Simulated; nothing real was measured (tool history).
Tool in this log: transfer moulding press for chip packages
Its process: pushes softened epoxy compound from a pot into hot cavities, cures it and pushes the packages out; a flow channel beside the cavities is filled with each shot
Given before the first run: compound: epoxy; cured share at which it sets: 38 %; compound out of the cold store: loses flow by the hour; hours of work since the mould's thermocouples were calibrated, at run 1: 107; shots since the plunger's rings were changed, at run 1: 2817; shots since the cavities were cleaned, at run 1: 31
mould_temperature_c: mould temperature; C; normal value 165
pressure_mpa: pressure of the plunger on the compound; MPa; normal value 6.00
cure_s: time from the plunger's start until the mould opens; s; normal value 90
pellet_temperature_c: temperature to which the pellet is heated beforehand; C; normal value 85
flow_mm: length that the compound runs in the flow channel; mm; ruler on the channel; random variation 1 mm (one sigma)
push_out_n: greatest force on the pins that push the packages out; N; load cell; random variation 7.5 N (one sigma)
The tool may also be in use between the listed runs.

run   hour  mould_temperature_c  pressure_mpa  cure_s  pellet_temperature_c  hours of work since the mould's thermocouples were calibrated  shots since the plunger's rings were changed  shots since the cavities were cleaned  incoming compound's hours out of the cold store  flow_mm  push_out_n
  1    0.0                  165          6.00      90                    85                                                            107                                          2817                                     31                                             11.1      566         359
  2   10.6                  165          6.00      90                    85                                                            114                                          2950                                    164                                             10.8      567         404
  3   30.1                  165          6.00      90                    84                                                            126                                          3196                                    410                                             11.0      565         487
      45.3  -- plunger's sealing rings changed
      49.7  -- cavities cleaned with cleaning compound and waxed
  4   54.4                  166          6.00      90                    85                                                            139                                            96                                     58                                             26.4      551         336
  5   72.4                  165          6.00      90                    85                                                            151                                           322                                    284                                             29.0      549         437
  6   87.5                  165          6.00     110                    85                                                            161                                           511                                    473                                             32.0      545         413
      98.9  -- cavities cleaned with cleaning compound and waxed
  7  110.3                  169          6.00     110                    85                                                            175                                           780                                    144                                             42.6      517         324
  8  123.6                  169          6.00     110                    85                                                            183                                           946                                    310                                             17.5      555         367
  9  139.4                  165          6.00      90                    87                                                            193                                          1145                                    509                                             36.0      536         500
     147.1  -- cavities cleaned with cleaning compound and waxed
 10  161.9                  165          6.00      90                    91                                                            207                                          1408                                    185                                             32.4      538         410
 11  177.7                  170          6.71      90                    85                                                            217                                          1607                                    384                                             25.1      568         403
 12  188.8                  170          5.84      78                    85                                                            224                                          1746                                    523                                             10.3      553         456
     196.4  -- cavities cleaned with cleaning compound and waxed
 13  202.0                  170          5.84      78                    85                                                            232                                          1894                                     71                                             35.4      515         336
     206.1  -- mould's thermocouples calibrated
 14  223.5                  159          6.09      90                    86                                                             11                                          2138                                    315                                             39.7      547         647
 15  243.7                  159          5.46     118                    90                                                             24                                          2392                                    569                                             45.6      505         481
     247.3  -- cavities cleaned with cleaning compound and waxed
 16  254.4                  159          5.46     118                    75                                                             30                                          2508                                     90                                             30.7      527         358
 17  267.6                  159          5.46     118                    75                                                             39                                          2673                                    255                                             22.7      537         418
 18  285.5                  165          6.02      90                    95                                                             50                                          2898                                    480                                             44.7      513         480
     297.0  -- cavities cleaned with cleaning compound and waxed
 19  302.2                  163          6.46      83                    94                                                             60                                          3089                                     65                                             30.0      559         459

Here are 4 independent what-if runs from the current tool condition. What would each one return?
  A  320.3                  165          6.00     100                    85                                                             72                                          3316                                    292                                             24.4        ?           ?
  B  320.3                  163          6.46      87                    91                                                             72                                          3316                                    292                                             20.9        ?           ?
  C  320.3                  165          6.46      83                    94                                                             72                                          3316                                    292                                             33.7        ?           ?
  D  320.3                  165          6.00      90                    85                                                             72                                          3316                                    292                                             40.2        ?           ?

run  flow_mm  push_out_n
  A      543         390
  B      574         526
  C      547         490
  D      518         435
Without the tool's unlogged condition, the same runs would have read:
run  flow_mm  push_out_n
  A      561         281
  B      593         366
  C      564         345
  D      535         311

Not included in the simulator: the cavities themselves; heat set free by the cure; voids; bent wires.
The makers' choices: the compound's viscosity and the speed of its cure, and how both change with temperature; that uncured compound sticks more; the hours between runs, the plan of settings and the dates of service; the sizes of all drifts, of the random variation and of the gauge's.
